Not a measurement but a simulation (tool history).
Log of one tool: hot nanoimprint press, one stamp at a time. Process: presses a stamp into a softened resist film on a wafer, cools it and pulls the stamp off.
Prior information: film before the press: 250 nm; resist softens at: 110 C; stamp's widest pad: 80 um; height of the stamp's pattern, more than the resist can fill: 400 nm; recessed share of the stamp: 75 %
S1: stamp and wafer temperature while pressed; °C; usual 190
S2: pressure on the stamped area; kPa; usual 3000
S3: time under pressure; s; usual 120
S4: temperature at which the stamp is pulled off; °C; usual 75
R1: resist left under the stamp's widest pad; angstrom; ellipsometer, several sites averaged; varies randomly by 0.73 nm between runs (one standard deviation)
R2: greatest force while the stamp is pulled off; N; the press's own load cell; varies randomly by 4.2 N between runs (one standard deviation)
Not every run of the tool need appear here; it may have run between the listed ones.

{"run": 1, "day": 0.0, "S1": 190, "S2": 3000, "S3": 120, "S4": 75, "R1": 891, "R2": 201}
{"run": 2, "day": 0.388, "S1": 190, "S2": 3000, "S3": 120, "S4": 75, "R1": 878, "R2": 203}
{"run": 3, "day": 0.896, "S1": 189, "S2": 3000, "S3": 120, "S4": 75, "R1": 912, "R2": 201}
{"run": 4, "day": 1.4, "S1": 189, "S2": 3000, "S3": 120, "S4": 75, "R1": 907, "R2": 197}
{"run": 5, "day": 1.867, "S1": 189, "S2": 3000, "S3": 120, "S4": 75, "R1": 931, "R2": 201}
{"run": 6, "day": 2.138, "S1": 190, "S2": 3000, "S3": 120, "S4": 75, "R1": 898, "R2": 207}
{"run": 7, "day": 2.571, "S1": 190, "S2": 2130, "S3": 120, "S4": 75, "R1": 1029, "R2": 205}
{"run": 8, "day": 2.846, "S1": 190, "S2": 2130, "S3": 120, "S4": 75, "R1": 1042, "R2": 204}
{"run": 9, "day": 3.212, "S1": 190, "S2": 3000, "S3": 71, "S4": 75, "R1": 1093, "R2": 203}
{"run": 10, "day": 3.546, "S1": 190, "S2": 3000, "S3": 71, "S4": 75, "R1": 1090, "R2": 197}
{"run": 11, "day": 3.888, "S1": 190, "S2": 3000, "S3": 71, "S4": 75, "R1": 1089, "R2": 200}
{"run": 12, "day": 4.362, "S1": 180, "S2": 3000, "S3": 71, "S4": 75, "R1": 1614, "R2": 201}
{"run": 13, "day": 4.638, "S1": 190, "S2": 3000, "S3": 120, "S4": 81, "R1": 878, "R2": 197}
{"run": 14, "day": 4.892, "S1": 190, "S2": 3000, "S3": 120, "S4": 81, "R1": 877, "R2": 190}
{"run": 15, "day": 5.258, "S1": 190, "S2": 3000, "S3": 233, "S4": 75, "R1": 659, "R2": 208}
{"run": 16, "day": 5.65, "S1": 190, "S2": 3000, "S3": 120, "S4": 75, "R1": 875, "R2": 204}
{"run": 17, "day": 6.042, "S1": 182, "S2": 3000, "S3": 120, "S4": 82, "R1": 1259, "R2": 192}
{"run": 18, "day": 6.342, "S1": 202, "S2": 2710, "S3": 120, "S4": 82, "R1": 551, "R2": 196}
{"run": 19, "day": 6.838, "S1": 202, "S2": 2710, "S3": 120, "S4": 82, "R1": 552, "R2": 189}
{"run": 20, "day": 7.262, "S1": 199, "S2": 3030, "S3": 172, "S4": 67, "R1": 508, "R2": 218}
{"run": 21, "day": 7.583, "S1": 198, "S2": 2660, "S3": 189, "S4": 78, "R1": 532, "R2": 201}
{"run": 22, "day": 7.946, "S1": 198, "S2": 2660, "S3": 230, "S4": 78, "R1": 495, "R2": 198}
{"run": 23, "day": 8.329, "S1": 197, "S2": 3000, "S3": 120, "S4": 75, "R1": 647, "R2": 204}
{"run": 24, "day": 8.8, "S1": 186, "S2": 4500, "S3": 133, "S4": 71, "R1": 843, "R2": 221}
{"run": 25, "day": 9.304, "S1": 193, "S2": 3000, "S3": 71, "S4": 75, "R1": 955, "R2": 209}
{"run": 26, "day": 9.762, "S1": 197, "S2": 2160, "S3": 120, "S4": 77, "R1": 759, "R2": 197}
{"run": 27, "day": 10.025, "S1": 190, "S2": 4630, "S3": 120, "S4": 75, "R1": 713, "R2": 207}
{"run": 28, "day": 10.267, "S1": 179, "S2": 2400, "S3": 81, "S4": 72, "R1": 1729, "R2": 207}
{"run": 29, "day": 10.646, "S1": 200, "S2": 3000, "S3": 228, "S4": 75, "R1": 422, "R2": 191}
{"run": 30, "day": 11.1, "S1": 200, "S2": 3000, "S3": 228, "S4": 75, "R1": 435, "R2": 206}
{"run": 31, "day": 11.354, "S1": 190, "S2": 3000, "S3": 135, "S4": 75, "R1": 843, "R2": 210}

Predict each of these 3 candidate next runs independently; none follows another, all start after run 31:
{"run": "A", "day": 11.842, "S1": 184, "S2": 3000, "S3": 135, "S4": 75, "R1": "?", "R2": "?"}
{"run": "B", "day": 11.842, "S1": 190, "S2": 3000, "S3": 72, "S4": 75, "R1": "?", "R2": "?"}
{"run": "C", "day": 11.842, "S1": 197, "S2": 3420, "S3": 135, "S4": 78, "R1": "?", "R2": "?"}

run=A R1=1100 R2=210
run=B R1=1096 R2=201
run=C R1=584 R2=199
The same runs, with their run-to-run variation unchanged, on a tool lacking any hidden condition would have given:
run=A R1=1098 R2=208
run=B R1=1094 R2=199
run=C R1=583 R2=197

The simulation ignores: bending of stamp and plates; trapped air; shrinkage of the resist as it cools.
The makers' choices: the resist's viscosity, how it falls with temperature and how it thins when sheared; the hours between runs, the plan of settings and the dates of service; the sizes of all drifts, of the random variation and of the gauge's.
